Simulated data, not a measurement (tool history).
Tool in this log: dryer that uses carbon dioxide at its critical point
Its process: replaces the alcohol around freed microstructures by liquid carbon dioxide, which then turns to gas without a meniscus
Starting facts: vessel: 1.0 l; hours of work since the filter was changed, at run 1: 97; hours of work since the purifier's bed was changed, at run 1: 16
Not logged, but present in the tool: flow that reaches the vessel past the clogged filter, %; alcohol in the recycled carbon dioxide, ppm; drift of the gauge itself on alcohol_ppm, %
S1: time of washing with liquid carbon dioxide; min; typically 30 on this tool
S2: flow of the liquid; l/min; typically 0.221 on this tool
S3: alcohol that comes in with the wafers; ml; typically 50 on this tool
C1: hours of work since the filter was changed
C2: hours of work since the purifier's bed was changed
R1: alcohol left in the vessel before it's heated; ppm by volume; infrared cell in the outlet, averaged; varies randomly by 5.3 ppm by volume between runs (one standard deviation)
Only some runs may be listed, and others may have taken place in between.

run,hour,S1,S2,S3,C1,C2,R1
1,0,30,0.221,50,97,16,141
2,12.6,30,0.221,50,104,23,143
3,19.5,30,0.221,50,108,27,156
4,29.5,30,0.206,50,113,32,228
5,37.7,30,0.221,33,118,37,105
6,49.7,30,0.221,33,124,43,102
7,62.4,30,0.221,33,131,50,115
8,70.5,30,0.221,33,136,55,110
9,82,30,0.221,33,142,61,106
10,94.5,30,0.221,50,149,68,171
11,100,30,0.221,50,152,71,172
12,106.6,30,0.157,50,156,75,845
13,119.6,30,0.157,50,163,82,842
14,131.8,30,0.157,50,170,89,881
15,142.3,30,0.157,50,176,94,859
16,155.7,30,0.221,50,183,102,179
17,165.6,30,0.221,50,188,107,192
18,172,30,0.221,50,192,111,195
19,184.6,30,0.221,50,199,118,196
20,197.3,30,0.235,50,206,125,143
21,204.5,30,0.235,50,210,129,149
22,217.4,30,0.235,50,217,136,143
23,230.4,30,0.235,27,224,143,86
24,243.3,37,0.355,50,231,150,25
25,249.9,30,0.291,35,235,154,41
26,262.8,30,0.291,35,242,161,48
27,271.5,30,0.291,35,247,166,43
28,283.8,20,0.221,47,253,172,1147
29,292.8,42,0.156,50,258,177,229
30,306.5,23,0.277,38,266,185,207
31,319.4,25,0.221,62,273,192,604
32,327.1,25,0.262,40,277,196,184
33,335,25,0.262,40,282,201,192
34,348.8,30,0.221,24,289,208,123
35,358.3,30,0.221,24,294,213,121
36,371.2,24,0.222,36,302,221,442
37,382.8,22,0.143,22,308,227,1622
38,394.6,45,0.221,21,314,233,34
39,408.2,27,0.27,21,322,241,91
40,421.4,29,0.143,50,329,248,1677
41,428.4,29,0.143,50,333,252,1638
42,439.5,30,0.199,41,339,258,328
43,449,30,0.347,50,344,263,51
44,456.5,37,0.33,38,349,268,39

Alternative continuations, all from the tool just after run 44; predict every row:
A,469.3,25,0.165,38,356,275,?
B,469.3,30,0.33,43,356,275,?
C,469.3,18,0.33,34,356,275,?
D,469.3,30,0.221,95,356,275,?
E,469.3,37,0.33,109,356,275,?

run,R1
A,1292
B,49
C,293
D,449
E,48
With the hidden condition removed and each run's random variation left untouched, the same runs would have given:
run,R1
A,882
B,4
C,154
D,234
E,6
